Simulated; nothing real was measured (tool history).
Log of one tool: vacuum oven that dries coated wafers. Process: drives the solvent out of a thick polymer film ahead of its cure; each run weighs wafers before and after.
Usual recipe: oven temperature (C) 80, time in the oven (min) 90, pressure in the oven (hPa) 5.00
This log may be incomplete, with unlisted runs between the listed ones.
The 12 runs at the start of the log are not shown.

{"run": 13, "hour": 443.0, "oven temperature (C)": 80, "time in the oven (min)": 86, "pressure in the oven (hPa)": 5.0, "solvent left in the film (%)": 2.44}
{"run": 14, "hour": 487.0, "oven temperature (C)": 80, "time in the oven (min)": 86, "pressure in the oven (hPa)": 5.0, "solvent left in the film (%)": 2.46}
{"run": 15, "hour": 512.7, "oven temperature (C)": 80, "time in the oven (min)": 86, "pressure in the oven (hPa)": 5.0, "solvent left in the film (%)": 2.45}
{"run": 16, "hour": 540.7, "oven temperature (C)": 80, "time in the oven (min)": 86, "pressure in the oven (hPa)": 5.0, "solvent left in the film (%)": 2.47}
{"run": 17, "hour": 582.4, "oven temperature (C)": 80, "time in the oven (min)": 86, "pressure in the oven (hPa)": 5.0, "solvent left in the film (%)": 2.49}
{"run": 18, "hour": 612.3, "oven temperature (C)": 80, "time in the oven (min)": 86, "pressure in the oven (hPa)": 5.0, "solvent left in the film (%)": 2.43}
{"run": 19, "hour": 649.2, "oven temperature (C)": 67, "time in the oven (min)": 86, "pressure in the oven (hPa)": 5.0, "solvent left in the film (%)": 7.64}
{"run": 20, "hour": 676.8, "oven temperature (C)": 80, "time in the oven (min)": 48, "pressure in the oven (hPa)": 5.0, "solvent left in the film (%)": 5.67}
{"run": 21, "hour": 719.6, "oven temperature (C)": 80, "time in the oven (min)": 48, "pressure in the oven (hPa)": 5.0, "solvent left in the film (%)": 5.59}
{"run": 22, "hour": 765.4, "oven temperature (C)": 92, "time in the oven (min)": 48, "pressure in the oven (hPa)": 5.0, "solvent left in the film (%)": 1.73}
{"run": 23, "hour": 799.2, "oven temperature (C)": 92, "time in the oven (min)": 48, "pressure in the oven (hPa)": 5.0, "solvent left in the film (%)": 1.69}
{"run": 24, "hour": 850.6, "oven temperature (C)": 92, "time in the oven (min)": 48, "pressure in the oven (hPa)": 5.0, "solvent left in the film (%)": 1.69}
{"run": 25, "hour": 900.1, "oven temperature (C)": 92, "time in the oven (min)": 48, "pressure in the oven (hPa)": 5.0, "solvent left in the film (%)": 1.7}
{"run": 26, "hour": 938.9, "oven temperature (C)": 74, "time in the oven (min)": 48, "pressure in the oven (hPa)": 14.64, "solvent left in the film (%)": 9.04}
{"run": 27, "hour": 990.4, "oven temperature (C)": 92, "time in the oven (min)": 90, "pressure in the oven (hPa)": 5.0, "solvent left in the film (%)": 0.67}

Predict the results of run 28:
{"run": 28, "hour": 1035.7, "oven temperature (C)": 83, "time in the oven (min)": 53, "pressure in the oven (hPa)": 9.66, "solvent left in the film (%)": "?"}

Logged for run 28: solvent left in the film (%) 4.12.
Without the tool's hidden state the same run would have given solvent left in the film (%) 4.25.
